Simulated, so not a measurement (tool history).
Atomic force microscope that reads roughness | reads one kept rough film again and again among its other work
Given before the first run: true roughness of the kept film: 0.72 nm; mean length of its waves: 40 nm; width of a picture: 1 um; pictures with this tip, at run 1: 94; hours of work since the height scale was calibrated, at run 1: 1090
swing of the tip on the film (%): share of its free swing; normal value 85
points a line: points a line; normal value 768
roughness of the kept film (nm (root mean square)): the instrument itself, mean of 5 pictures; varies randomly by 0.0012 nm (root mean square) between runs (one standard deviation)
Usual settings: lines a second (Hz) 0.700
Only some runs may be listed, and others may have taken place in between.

| run | hour | lines a second (Hz) | swing of the tip on the film (%) | points a line | pictures with this tip | hours of work since the height scale was calibrated | roughness of the kept film (nm (root mean square)) |
|---|---|---|---|---|---|---|---|
| 1 | 0.0 | 0.700 | 85 | 768 | 94 | 1090 | 0.676 |
|  | 23.0 | new tip fitted |
| 2 | 38.8 | 0.700 | 72 | 768 | 35 | 1114 | 0.691 |
|  | 86.2 | new tip fitted |
| 3 | 86.2 | 0.700 | 72 | 924 | 0 | 1144 | 0.695 |
| 4 | 142.6 | 0.700 | 72 | 924 | 124 | 1180 | 0.680 |
|  | 152.9 | new tip fitted |
| 5 | 185.6 | 0.700 | 72 | 924 | 72 | 1206 | 0.686 |
|  | 216.2 | new tip fitted |
| 6 | 227.3 | 0.700 | 72 | 924 | 24 | 1232 | 0.692 |
|  | 282.3 | new tip fitted |
| 7 | 284.7 | 0.700 | 72 | 924 | 5 | 1268 | 0.691 |
| 8 | 328.1 | 0.700 | 72 | 924 | 101 | 1296 | 0.684 |
|  | 346.2 | new tip fitted |
| 9 | 356.1 | 1.508 | 85 | 768 | 22 | 1313 | 0.657 |
| 10 | 381.0 | 1.508 | 85 | 768 | 76 | 1329 | 0.653 |
|  | 412.1 | new tip fitted |
| 11 | 422.8 | 1.508 | 85 | 768 | 23 | 1355 | 0.655 |
|  | 476.1 | new tip fitted |
| 12 | 476.6 | 1.508 | 85 | 768 | 1 | 1389 | 0.657 |
| 13 | 511.3 | 1.508 | 85 | 768 | 77 | 1411 | 0.650 |
|  | 539.6 | new tip fitted |
| 14 | 563.6 | 3.180 | 88 | 410 | 53 | 1443 | 0.594 |
|  | 604.3 | new tip fitted |
| 15 | 619.3 | 1.614 | 62 | 375 | 33 | 1478 | 0.682 |
| 16 | 661.7 | 0.700 | 56 | 293 | 126 | 1505 | 0.684 |
|  | 672.4 | new tip fitted |
| 17 | 704.3 | 0.700 | 56 | 293 | 69 | 1532 | 0.689 |
|  | 736.1 | new tip fitted |
| 18 | 744.1 | 0.700 | 56 | 293 | 18 | 1556 | 0.691 |
|  | 748.8 | height scale calibrated on a step standard |
| 19 | 778.3 | 1.276 | 85 | 493 | 91 | 19 | 0.649 |
|  | 801.7 | new tip fitted |
| 20 | 827.8 | 1.265 | 80 | 725 | 57 | 50 | 0.663 |
|  | 866.2 | new tip fitted |
| 21 | 867.1 | 3.375 | 65 | 768 | 2 | 74 | 0.662 |
|  | 882.1 | height scale calibrated on a step standard, once more |
| 22 | 921.1 | 3.375 | 65 | 768 | 119 | 25 | 0.667 |
|  | 930.6 | new tip fitted |
| 23 | 951.8 | 3.375 | 65 | 768 | 47 | 44 | 0.670 |
| 24 | 979.3 | 3.375 | 65 | 768 | 107 | 61 | 0.668 |
|  | 994.4 | new tip fitted |
| 25 | 1019.0 | 3.375 | 65 | 768 | 54 | 86 | 0.670 |

Predict each of these 4 candidate next runs independently; none follows another, all start after run 25:
|  | 1061.6 | new tip fitted |
| A | 1070.1 | 0.700 | 82 | 768 | 18 | 118 | ? |
|  | 1061.6 | new tip fitted |
| B | 1070.1 | 1.276 | 57 | 860 | 18 | 118 | ? |
|  | 1061.6 | new tip fitted |
| C | 1070.1 | 3.375 | 55 | 768 | 18 | 118 | ? |
|  | 1061.6 | new tip fitted |
| D | 1070.1 | 0.700 | 85 | 561 | 18 | 118 | ? |

| run | roughness of the kept film (nm (root mean square)) |
|---|---|
| A | 0.691 |
| B | 0.700 |
| C | 0.690 |
| D | 0.687 |
Without the tool's hidden state the same runs would have given:
| run | roughness of the kept film (nm (root mean square)) |
|---|---|
| A | 0.694 |
| B | 0.704 |
| C | 0.693 |
| D | 0.691 |
